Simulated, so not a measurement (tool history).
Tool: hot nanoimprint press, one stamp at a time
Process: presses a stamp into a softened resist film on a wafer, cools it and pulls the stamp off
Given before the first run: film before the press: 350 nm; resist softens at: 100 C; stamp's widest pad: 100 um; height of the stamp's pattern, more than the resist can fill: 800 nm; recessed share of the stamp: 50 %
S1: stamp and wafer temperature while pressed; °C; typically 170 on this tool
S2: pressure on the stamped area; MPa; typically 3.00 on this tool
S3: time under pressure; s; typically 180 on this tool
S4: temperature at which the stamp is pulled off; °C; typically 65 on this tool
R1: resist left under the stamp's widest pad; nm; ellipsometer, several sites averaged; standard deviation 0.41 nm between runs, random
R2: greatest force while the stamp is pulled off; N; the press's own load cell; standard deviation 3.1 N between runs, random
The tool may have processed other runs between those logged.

run 1 hour=0.0 | S1=170 S2=3.00 S3=180 S4=65 | R1=147.5 R2=257
run 2 hour=11.0 | S1=170 S2=3.00 S3=180 S4=65 | R1=146.4 R2=250
-- hour=33.4 stamp cleaned and given a new release coat
run 3 hour=34.0 | S1=170 S2=3.00 S3=180 S4=65 | R1=147.8 R2=146
run 4 hour=57.3 | S1=170 S2=3.00 S3=180 S4=65 | R1=147.0 R2=153
run 5 hour=74.2 | S1=170 S2=3.00 S3=180 S4=65 | R1=147.6 R2=157
run 6 hour=94.1 | S1=164 S2=3.00 S3=180 S4=65 | R1=177.3 R2=165
run 7 hour=114.8 | S1=164 S2=3.00 S3=180 S4=65 | R1=178.4 R2=162
run 8 hour=134.1 | S1=177 S2=3.00 S3=180 S4=65 | R1=120.6 R2=167
run 9 hour=147.9 | S1=177 S2=3.00 S3=180 S4=65 | R1=120.4 R2=163
run 10 hour=161.2 | S1=177 S2=3.00 S3=180 S4=65 | R1=120.7 R2=167
run 11 hour=180.6 | S1=177 S2=3.00 S3=180 S4=65 | R1=120.7 R2=172
run 12 hour=202.0 | S1=177 S2=3.00 S3=180 S4=65 | R1=121.1 R2=182
run 13 hour=222.6 | S1=177 S2=3.00 S3=180 S4=65 | R1=120.4 R2=174
run 14 hour=236.8 | S1=177 S2=3.00 S3=180 S4=65 | R1=121.5 R2=176
run 15 hour=250.1 | S1=177 S2=4.11 S3=180 S4=65 | R1=102.0 R2=186
-- hour=255.2 plate thermocouple calibrated
run 16 hour=266.4 | S1=177 S2=4.11 S3=180 S4=65 | R1=103.6 R2=178
run 17 hour=276.9 | S1=160 S2=3.00 S3=180 S4=55 | R1=205.2 R2=241
run 18 hour=289.8 | S1=160 S2=3.37 S3=315 S4=65 | R1=163.1 R2=190
run 19 hour=301.3 | S1=174 S2=1.99 S3=225 S4=65 | R1=152.7 R2=190

Estimate the outcome of run 20 from the log above:
-- hour=316.4 plate thermocouple calibrated, once more
run 20 hour=329.2 | S1=163 S2=2.86 S3=212 S4=70 | R1=? R2=?

R1: 177.7 nm
R2: 171 N
The same run, on a tool lacking any hidden state, would have yielded R1 175.5 nm, R2 131 N.

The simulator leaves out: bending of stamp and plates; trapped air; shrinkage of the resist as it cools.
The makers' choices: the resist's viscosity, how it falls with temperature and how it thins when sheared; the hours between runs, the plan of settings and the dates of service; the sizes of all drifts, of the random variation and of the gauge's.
